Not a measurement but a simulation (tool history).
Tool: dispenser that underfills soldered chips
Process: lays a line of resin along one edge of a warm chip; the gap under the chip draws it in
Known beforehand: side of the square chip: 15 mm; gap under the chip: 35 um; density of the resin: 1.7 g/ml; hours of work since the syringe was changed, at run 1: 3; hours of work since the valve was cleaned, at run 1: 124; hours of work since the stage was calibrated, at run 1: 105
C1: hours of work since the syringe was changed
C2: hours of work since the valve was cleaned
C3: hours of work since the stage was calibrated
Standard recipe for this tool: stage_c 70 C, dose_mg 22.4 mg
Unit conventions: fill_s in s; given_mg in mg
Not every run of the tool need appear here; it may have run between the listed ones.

run 1 day=0 | stage_c=70 dose_mg=22.4 | C1=3 C2=124 C3=105 | fill_s=538.2 given_mg=20.11
run 2 day=0.133 | stage_c=64 dose_mg=22.4 | C1=6 C2=127 C3=107 | fill_s=755.9 given_mg=20.26
-- day=0.254 dispensing valve cleaned and set on the balance
run 3 day=0.35 | stage_c=74 dose_mg=22.4 | C1=9 C2=2 C3=110 | fill_s=701.3 given_mg=22.37
-- day=0.467 new syringe of resin
run 4 day=0.575 | stage_c=74 dose_mg=22.4 | C1=2 C2=5 C3=114 | fill_s=405.6 given_mg=22.47
run 5 day=0.812 | stage_c=70 dose_mg=22.4 | C1=6 C2=10 C3=118 | fill_s=630.8 given_mg=22.27
run 6 day=0.933 | stage_c=70 dose_mg=22.4 | C1=8 C2=12 C3=121 | fill_s=742.6 given_mg=22.09
-- day=1.062 new syringe of resin
run 7 day=1.096 | stage_c=70 dose_mg=22.4 | C1=1 C2=15 C3=123 | fill_s=402.9 given_mg=22.13
run 8 day=1.242 | stage_c=70 dose_mg=20.4 | C1=3 C2=17 C3=126 | fill_s=508.4 given_mg=20.17
run 9 day=1.538 | stage_c=70 dose_mg=20.4 | C1=9 C2=23 C3=131 | fill_s=754.4 given_mg=20.08
-- day=1.662 new syringe of resin
run 10 day=1.729 | stage_c=70 dose_mg=20.4 | C1=1 C2=26 C3=134 | fill_s=432 given_mg=19.95
run 11 day=1.954 | stage_c=70 dose_mg=20.4 | C1=5 C2=30 C3=138 | fill_s=593.1 given_mg=20.01
run 12 day=2.233 | stage_c=70 dose_mg=22.4 | C1=10 C2=35 C3=143 | fill_s=850.7 given_mg=21.81
-- day=2.271 new syringe of resin
run 13 day=2.475 | stage_c=70 dose_mg=22.4 | C1=4 C2=39 C3=148 | fill_s=525 given_mg=21.74
run 14 day=2.729 | stage_c=62 dose_mg=27.5 | C1=8 C2=43 C3=152 | fill_s=925.1 given_mg=26.6
-- day=2.888 new syringe of resin
run 15 day=2.908 | stage_c=57 dose_mg=21.1 | C1=0 C2=46 C3=155 | fill_s=599.1 given_mg=20.47
run 16 day=3.167 | stage_c=57 dose_mg=21.1 | C1=5 C2=51 C3=160 | fill_s=860.9 given_mg=20.23
run 17 day=3.433 | stage_c=55 dose_mg=26.9 | C1=10 C2=56 C3=164 | fill_s=1274.7 given_mg=25.66
-- day=3.488 new syringe of resin
run 18 day=3.667 | stage_c=57 dose_mg=22.3 | C1=3 C2=60 C3=168 | fill_s=757.4 given_mg=21.26
run 19 day=3.879 | stage_c=56 dose_mg=26 | C1=7 C2=64 C3=172 | fill_s=1047.2 given_mg=24.89
-- day=4.083 new syringe of resin
run 20 day=4.125 | stage_c=56 dose_mg=21.4 | C1=1 C2=68 C3=176 | fill_s=674.9 given_mg=20.61
run 21 day=4.392 | stage_c=73 dose_mg=23.8 | C1=6 C2=73 C3=181 | fill_s=541.4 given_mg=22.58
run 22 day=4.517 | stage_c=55 dose_mg=26.7 | C1=8 C2=75 C3=184 | fill_s=1140.6 given_mg=25.24
-- day=4.692 new syringe of resin
run 23 day=4.825 | stage_c=55 dose_mg=26.7 | C1=2 C2=80 C3=189 | fill_s=766 given_mg=25.05
run 24 day=5.104 | stage_c=82 dose_mg=27.3 | C1=7 C2=85 C3=194 | fill_s=472.9 given_mg=25.51

What does the tool deliver on the next run?
-- day=5.292 new syringe of resin
run 25 day=5.392 | stage_c=82 dose_mg=27.3 | C1=2 C2=90 C3=199 | fill_s=? given_mg=?

{"run 25": {"fill_s": 303.7, "given_mg": 25.49}}
Were there no unlogged condition in the tool, this run, its random variation unchanged, would have produced fill_s 270.4 s, given_mg 27.32 mg.

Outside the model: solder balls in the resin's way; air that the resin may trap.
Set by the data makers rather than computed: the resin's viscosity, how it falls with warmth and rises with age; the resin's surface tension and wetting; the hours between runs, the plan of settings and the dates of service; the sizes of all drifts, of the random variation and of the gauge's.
